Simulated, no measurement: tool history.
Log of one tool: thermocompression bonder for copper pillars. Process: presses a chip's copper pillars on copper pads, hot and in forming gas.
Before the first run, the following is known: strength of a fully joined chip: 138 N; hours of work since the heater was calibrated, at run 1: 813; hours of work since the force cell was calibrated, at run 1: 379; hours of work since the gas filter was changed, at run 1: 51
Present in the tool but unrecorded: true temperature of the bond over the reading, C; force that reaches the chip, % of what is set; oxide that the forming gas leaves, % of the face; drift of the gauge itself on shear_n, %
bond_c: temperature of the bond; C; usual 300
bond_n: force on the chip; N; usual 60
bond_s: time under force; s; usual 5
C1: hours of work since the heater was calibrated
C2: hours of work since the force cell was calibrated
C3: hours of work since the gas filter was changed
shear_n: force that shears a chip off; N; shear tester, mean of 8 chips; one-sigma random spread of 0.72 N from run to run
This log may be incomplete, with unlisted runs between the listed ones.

Run 1, day 0: usual settings; C1 813; C2 379; C3 51. Result: shear_n 73.1 N.
Run 2, day 1.158: usual settings; C1 831; C2 397; C3 69. Result: shear_n 72.7 N.
Run 3, day 1.879: usual settings; C1 842; C2 408; C3 80. Result: shear_n 72.2 N.
Run 4, day 2.954: usual settings but bond_s 15 s; C1 858; C2 425; C3 96. Result: shear_n 99.4 N.
Run 5, day 3.812: usual settings but bond_s 13 s; C1 872; C2 438; C3 109. Result: shear_n 96.2 N.
Run 6, day 5.017: usual settings; C1 890; C2 456; C3 128. Result: shear_n 71.4 N.
At day 5.567: forming gas filter changed.
Run 7, day 6.275: usual settings; C1 909; C2 475; C3 11. Result: shear_n 75.1 N.
Run 8, day 7.104: usual settings; C1 922; C2 488; C3 24. Result: shear_n 73.1 N.
Run 9, day 7.912: usual settings; C1 935; C2 501; C3 36. Result: shear_n 72.6 N.
Run 10, day 8.692: usual settings; C1 947; C2 513; C3 48. Result: shear_n 72.8 N.
Run 11, day 9.796: usual settings; C1 964; C2 530; C3 65. Result: shear_n 72.8 N.
Run 12, day 11.079: usual settings; C1 983; C2 550; C3 85. Result: shear_n 73.2 N.
Run 13, day 11.779: usual settings; C1 994; C2 560; C3 96. Result: shear_n 72.3 N.
Run 14, day 12.879: usual settings; C1 1011; C2 577; C3 113. Result: shear_n 71.9 N.
Run 15, day 13.808: usual settings; C1 1025; C2 592; C3 127. Result: shear_n 73 N.
At day 14.446: forming gas filter changed.
Run 16, day 15.062: usual settings but bond_c 330 C; C1 1044; C2 611; C3 9. Result: shear_n 98.9 N.
Run 17, day 16.196: usual settings; C1 1062; C2 628; C3 27. Result: shear_n 73 N.
Run 18, day 16.733: usual settings; C1 1070; C2 636; C3 35. Result: shear_n 73.2 N.
Run 19, day 17.958: usual settings; C1 1089; C2 655; C3 54. Result: shear_n 72.8 N.
Run 20, day 18.988: usual settings; C1 1105; C2 671; C3 70. Result: shear_n 74.6 N.
Run 21, day 19.812: usual settings but bond_c 299 C, bond_s 8 s; C1 1118; C2 684; C3 83. Result: shear_n 84.5 N.
Run 22, day 20.558: usual settings but bond_c 329 C, bond_n 41 N; C1 1129; C2 695; C3 94. Result: shear_n 78.6 N.
Run 23, day 21.254: usual settings but bond_c 329 C, bond_n 41 N; C1 1140; C2 706; C3 105. Result: shear_n 79.8 N.
Run 24, day 22.254: usual settings but bond_c 329 C, bond_n 41 N; C1 1155; C2 721; C3 120. Result: shear_n 79.3 N.
At day 23.288: forming gas filter changed.
Run 25, day 23.546: usual settings but bond_n 37 N; C1 1175; C2 741; C3 4. Result: shear_n 58.2 N.
At day 23.7: heater calibrated with a thermocouple chip.
Run 26, day 24.412: usual settings but bond_n 37 N; C1 11; C2 753; C3 16. Result: shear_n 58.6 N.
Run 27, day 25.338: usual settings but bond_n 37 N; C1 25; C2 767; C3 30. Result: shear_n 57.9 N.
Run 28, day 26.646: usual settings but bond_c 306 C, bond_n 37 N, bond_s 3 s; C1 45; C2 787; C3 50. Result: shear_n 51.3 N.
Run 29, day 27.417: usual settings but bond_c 306 C, bond_n 79 N, bond_s 4 s; C1 57; C2 799; C3 62. Result: shear_n 83.9 N.
Run 30, day 28.442: usual settings but bond_c 308 C, bond_n 42 N, bond_s 10 s; C1 73; C2 815; C3 78. Result: shear_n 83.1 N.
Run 31, day 29.067: usual settings but bond_c 308 C, bond_n 42 N, bond_s 10 s; C1 83; C2 825; C3 88. Result: shear_n 82 N.
Run 32, day 29.725: usual settings but bond_n 50 N; C1 93; C2 835; C3 98. Result: shear_n 66.4 N.
At day 29.908: heater calibrated with a thermocouple chip, once more.
Run 33, day 30.529: usual settings but bond_n 50 N; C1 10; C2 846; C3 109. Result: shear_n 60.4 N.

Run 34 has not been measured yet. What should we expect?
Run 34, day 31.454: usual settings but bond_c 296 C, bond_n 75 N, bond_s 3 s; C1 24; C2 860; C3 123. Result: shear_n ?.

Run 34 measured shear_n 60.2 N.
Take away the tool's hidden state, keep the run-to-run variation as it was, and the same run would have given shear_n 63.8 N.

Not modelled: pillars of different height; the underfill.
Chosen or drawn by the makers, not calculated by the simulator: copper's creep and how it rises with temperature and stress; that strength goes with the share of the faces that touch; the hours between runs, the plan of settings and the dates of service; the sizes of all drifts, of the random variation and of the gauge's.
